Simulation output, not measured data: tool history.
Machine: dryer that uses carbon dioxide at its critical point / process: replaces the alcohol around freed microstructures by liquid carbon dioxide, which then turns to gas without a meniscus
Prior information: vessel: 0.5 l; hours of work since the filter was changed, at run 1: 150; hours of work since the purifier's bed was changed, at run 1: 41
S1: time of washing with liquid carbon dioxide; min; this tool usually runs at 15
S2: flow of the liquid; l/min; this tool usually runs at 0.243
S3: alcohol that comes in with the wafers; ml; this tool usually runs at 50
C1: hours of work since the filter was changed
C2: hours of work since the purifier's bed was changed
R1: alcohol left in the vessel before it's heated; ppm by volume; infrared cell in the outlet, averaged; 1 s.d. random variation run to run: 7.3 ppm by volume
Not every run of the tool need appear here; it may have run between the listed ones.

run     day  S1     S2   S3   C1   C2    R1
  1   0.000  15  0.243   50  150   41   463
  2   0.288  15  0.243   50  153   43   470
  3   0.521  15  0.243   50  155   45   484
  4   0.788  16  0.243   50  157   48   348
  5   1.079  16  0.243   50  160   50   323
  6   1.250  15  0.243   50  161   52   487
  7   1.646  18  0.243   50  165   55   179
  8   2.050  18  0.243   50  168   59   189
  9   2.221  18  0.243   50  170   60   181
 10   2.533  17  0.243   50  172   63   246
 11   2.746  22  0.243   50  174   65    70
 12   3.054  15  0.243   94  177   67   863
 13   3.433  15  0.243   94  180   71   893
 14   3.679  11  0.243   50  182   73  1960
 15   3.879  15  0.243   50  184   75   495
 16   4.238  15  0.243   50  187   78   508
 17   4.617  15  0.243   50  191   81   498
 18   4.867  15  0.243   50  193   83   514
 19   5.208  15  0.243   66  196   86   643
 20   5.608  15  0.243   50  199   90   522
 21   5.933  15  0.243   50  202   93   505
 22   6.112  14  0.243   50  204   94   713
 23   6.475  14  0.243   50  207   97   721
 24   6.721  12  0.282   31  209  100   470
 25   6.921  12  0.282   31  211  101   457
 26   7.288  12  0.276   39  214  104   630
 27   7.517  12  0.166   35  216  106  4044
 28   7.696  12  0.166   35  218  108  4003
 29   8.096  15  0.375   50  221  112    75
 30   8.483  15  0.375   50  225  115    71
 31   8.788  15  0.375   50  227  118    73
 32   9.112  15  0.375   50  230  120    74
 33   9.346  21  0.243   50  232  123   112
 34   9.546  21  0.315   24  234  124    55
 35   9.954  21  0.315   24  237  128    54
 36  10.358  24  0.185   43  241  131   200
 37  10.671  13  0.243   50  244  134  1045
 38  11.029  12  0.192  101  247  137  7388
 39  11.250  12  0.243   98  249  139  2906
 40  11.658  11  0.266   98  252  143  2847
 41  11.996  15  0.243   82  255  146   905
 42  12.288  15  0.243   82  258  148   935
 43  12.633  12  0.243   49  261  151  1554
 44  12.825  12  0.340   32  262  153   223
 45  13.029  21  0.254   30  264  155    95
 46  13.296  21  0.254   30  267  157    93

Run by run, hidden condition taken away, random variation retained:
The hidden state here: flow that reaches the vessel past the clogged filter, %; alcohol in the recycled carbon dioxide, ppm; drift of the gauge itself on alcohol_ppm, %.
run    R1
  1   355
  2   360
  3   369
  4   254
  5   235
  6   366
  7   115
  8   122
  9   117
 10   165
 11    32
 12   638
 13   659
 14  1578
 15   351
 16   360
 17   347
 18   362
 19   456
 20   362
 21   347
 22   507
 23   509
 24   323
 25   309
 26   439
 27  3360
 28  3323
 29    21
 30    16
 31    17
 32    18
 33    41
 34     6
 35     3
 36    95
 37   723
 38  5822
 39  2116
 40  2060
 41   579
 42   597
 43  1095
 44   107
 45    22
 46    20

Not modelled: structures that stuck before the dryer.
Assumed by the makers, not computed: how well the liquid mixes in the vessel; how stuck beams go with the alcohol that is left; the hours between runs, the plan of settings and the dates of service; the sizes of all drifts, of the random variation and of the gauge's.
